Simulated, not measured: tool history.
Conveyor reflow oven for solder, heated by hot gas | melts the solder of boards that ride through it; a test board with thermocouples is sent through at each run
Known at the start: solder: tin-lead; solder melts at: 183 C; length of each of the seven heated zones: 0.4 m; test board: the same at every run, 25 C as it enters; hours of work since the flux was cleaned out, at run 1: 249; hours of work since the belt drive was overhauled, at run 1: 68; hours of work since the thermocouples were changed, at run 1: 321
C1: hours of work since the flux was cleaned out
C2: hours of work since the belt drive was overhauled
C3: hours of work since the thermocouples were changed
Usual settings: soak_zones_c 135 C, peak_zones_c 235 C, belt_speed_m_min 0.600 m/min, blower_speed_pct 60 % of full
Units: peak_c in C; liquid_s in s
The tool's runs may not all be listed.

{"run": 1, "hour": 0.0, "soak_zones_c": 135, "peak_zones_c": 235, "belt_speed_m_min": 0.6, "blower_speed_pct": 60, "C1": 249, "C2": 68, "C3": 321, "peak_c": 215.0, "liquid_s": 56.4}
{"run": 2, "hour": 26.6, "soak_zones_c": 135, "peak_zones_c": 235, "belt_speed_m_min": 0.6, "blower_speed_pct": 60, "C1": 265, "C2": 83, "C3": 336, "peak_c": 214.6, "liquid_s": 56.9}
{"run": 3, "hour": 71.5, "soak_zones_c": 135, "peak_zones_c": 235, "belt_speed_m_min": 0.546, "blower_speed_pct": 60, "C1": 290, "C2": 108, "C3": 362, "peak_c": 217.8, "liquid_s": 64.7}
{"run": 4, "hour": 114.8, "soak_zones_c": 135, "peak_zones_c": 235, "belt_speed_m_min": 0.6, "blower_speed_pct": 60, "C1": 315, "C2": 133, "C3": 387, "peak_c": 214.3, "liquid_s": 56.6}
{"hour": 125.3, "done": "flux residue cleaned out of gas plates and filters"}
{"run": 5, "hour": 167.5, "soak_zones_c": 135, "peak_zones_c": 235, "belt_speed_m_min": 0.6, "blower_speed_pct": 60, "C1": 24, "C2": 160, "C3": 414, "peak_c": 215.8, "liquid_s": 57.6}
{"run": 6, "hour": 199.4, "soak_zones_c": 135, "peak_zones_c": 235, "belt_speed_m_min": 0.6, "blower_speed_pct": 60, "C1": 42, "C2": 178, "C3": 432, "peak_c": 215.1, "liquid_s": 58.6}
{"run": 7, "hour": 227.0, "soak_zones_c": 135, "peak_zones_c": 235, "belt_speed_m_min": 0.6, "blower_speed_pct": 60, "C1": 58, "C2": 194, "C3": 448, "peak_c": 215.6, "liquid_s": 57.4}
{"run": 8, "hour": 268.8, "soak_zones_c": 135, "peak_zones_c": 235, "belt_speed_m_min": 0.6, "blower_speed_pct": 60, "C1": 82, "C2": 218, "C3": 472, "peak_c": 217.0, "liquid_s": 57.1}
{"run": 9, "hour": 306.7, "soak_zones_c": 135, "peak_zones_c": 235, "belt_speed_m_min": 0.6, "blower_speed_pct": 60, "C1": 103, "C2": 240, "C3": 493, "peak_c": 215.8, "liquid_s": 57.8}
{"run": 10, "hour": 329.3, "soak_zones_c": 135, "peak_zones_c": 245, "belt_speed_m_min": 0.6, "blower_speed_pct": 60, "C1": 116, "C2": 252, "C3": 506, "peak_c": 224.1, "liquid_s": 64.4}
{"run": 11, "hour": 369.8, "soak_zones_c": 135, "peak_zones_c": 235, "belt_speed_m_min": 0.6, "blower_speed_pct": 60, "C1": 139, "C2": 276, "C3": 529, "peak_c": 215.9, "liquid_s": 58.1}
{"run": 12, "hour": 404.2, "soak_zones_c": 135, "peak_zones_c": 235, "belt_speed_m_min": 0.6, "blower_speed_pct": 60, "C1": 159, "C2": 295, "C3": 549, "peak_c": 215.3, "liquid_s": 56.6}
{"run": 13, "hour": 431.7, "soak_zones_c": 135, "peak_zones_c": 235, "belt_speed_m_min": 0.6, "blower_speed_pct": 60, "C1": 175, "C2": 311, "C3": 565, "peak_c": 214.8, "liquid_s": 57.7}
{"run": 14, "hour": 466.3, "soak_zones_c": 135, "peak_zones_c": 235, "belt_speed_m_min": 0.6, "blower_speed_pct": 60, "C1": 194, "C2": 331, "C3": 584, "peak_c": 214.8, "liquid_s": 56.8}
{"run": 15, "hour": 503.6, "soak_zones_c": 137, "peak_zones_c": 235, "belt_speed_m_min": 0.6, "blower_speed_pct": 60, "C1": 216, "C2": 352, "C3": 606, "peak_c": 215.0, "liquid_s": 57.1}
{"run": 16, "hour": 528.4, "soak_zones_c": 137, "peak_zones_c": 235, "belt_speed_m_min": 0.6, "blower_speed_pct": 60, "C1": 230, "C2": 366, "C3": 620, "peak_c": 215.6, "liquid_s": 57.9}
{"hour": 559.5, "done": "thermocouples of zones 6 and 7 changed"}
{"run": 17, "hour": 570.5, "soak_zones_c": 135, "peak_zones_c": 235, "belt_speed_m_min": 0.625, "blower_speed_pct": 73, "C1": 253, "C2": 389, "C3": 6, "peak_c": 217.8, "liquid_s": 57.6}
{"run": 18, "hour": 592.4, "soak_zones_c": 126, "peak_zones_c": 225, "belt_speed_m_min": 0.625, "blower_speed_pct": 54, "C1": 265, "C2": 401, "C3": 19, "peak_c": 201.4, "liquid_s": 36.7}
{"run": 19, "hour": 625.8, "soak_zones_c": 135, "peak_zones_c": 235, "belt_speed_m_min": 0.6, "blower_speed_pct": 78, "C1": 284, "C2": 420, "C3": 38, "peak_c": 220.3, "liquid_s": 61.3}
{"run": 20, "hour": 662.5, "soak_zones_c": 144, "peak_zones_c": 248, "belt_speed_m_min": 0.585, "blower_speed_pct": 73, "C1": 305, "C2": 441, "C3": 59, "peak_c": 232.4, "liquid_s": 75.3}
{"hour": 689.6, "done": "flux residue cleaned out of gas plates and filters"}
{"run": 21, "hour": 689.6, "soak_zones_c": 144, "peak_zones_c": 248, "belt_speed_m_min": 0.585, "blower_speed_pct": 73, "C1": 0, "C2": 454, "C3": 71, "peak_c": 233.8, "liquid_s": 75.0}
{"run": 22, "hour": 733.4, "soak_zones_c": 135, "peak_zones_c": 235, "belt_speed_m_min": 0.719, "blower_speed_pct": 68, "C1": 25, "C2": 479, "C3": 96, "peak_c": 212.4, "liquid_s": 44.4}
{"run": 23, "hour": 764.0, "soak_zones_c": 135, "peak_zones_c": 235, "belt_speed_m_min": 0.719, "blower_speed_pct": 53, "C1": 42, "C2": 496, "C3": 114, "peak_c": 207.9, "liquid_s": 39.7}
{"run": 24, "hour": 799.2, "soak_zones_c": 135, "peak_zones_c": 235, "belt_speed_m_min": 0.719, "blower_speed_pct": 53, "C1": 63, "C2": 516, "C3": 134, "peak_c": 207.3, "liquid_s": 39.3}
{"run": 25, "hour": 840.4, "soak_zones_c": 135, "peak_zones_c": 235, "belt_speed_m_min": 0.719, "blower_speed_pct": 53, "C1": 86, "C2": 540, "C3": 157, "peak_c": 206.6, "liquid_s": 39.1}

Forecast each of these 4 alternatives for the next run:
{"run": "A", "hour": 889.6, "soak_zones_c": 131, "peak_zones_c": 235, "belt_speed_m_min": 0.695, "blower_speed_pct": 60, "C1": 114, "C2": 568, "C3": 185, "peak_c": "?", "liquid_s": "?"}
{"run": "B", "hour": 889.6, "soak_zones_c": 135, "peak_zones_c": 234, "belt_speed_m_min": 0.5, "blower_speed_pct": 50, "C1": 114, "C2": 568, "C3": 185, "peak_c": "?", "liquid_s": "?"}
{"run": "C", "hour": 889.6, "soak_zones_c": 134, "peak_zones_c": 226, "belt_speed_m_min": 0.6, "blower_speed_pct": 60, "C1": 114, "C2": 568, "C3": 185, "peak_c": "?", "liquid_s": "?"}
{"run": "D", "hour": 889.6, "soak_zones_c": 135, "peak_zones_c": 235, "belt_speed_m_min": 0.613, "blower_speed_pct": 60, "C1": 114, "C2": 568, "C3": 185, "peak_c": "?", "liquid_s": "?"}

run=A peak_c=209.3 liquid_s=42.5
run=B peak_c=218.7 liquid_s=72.7
run=C peak_c=208.2 liquid_s=50.0
run=D peak_c=215.6 liquid_s=56.0
Without the tool's hidden state the same runs would have given:
run=A peak_c=210.2 liquid_s=43.2
run=B peak_c=219.3 liquid_s=72.8
run=C peak_c=209.0 liquid_s=50.6
run=D peak_c=216.4 liquid_s=56.4
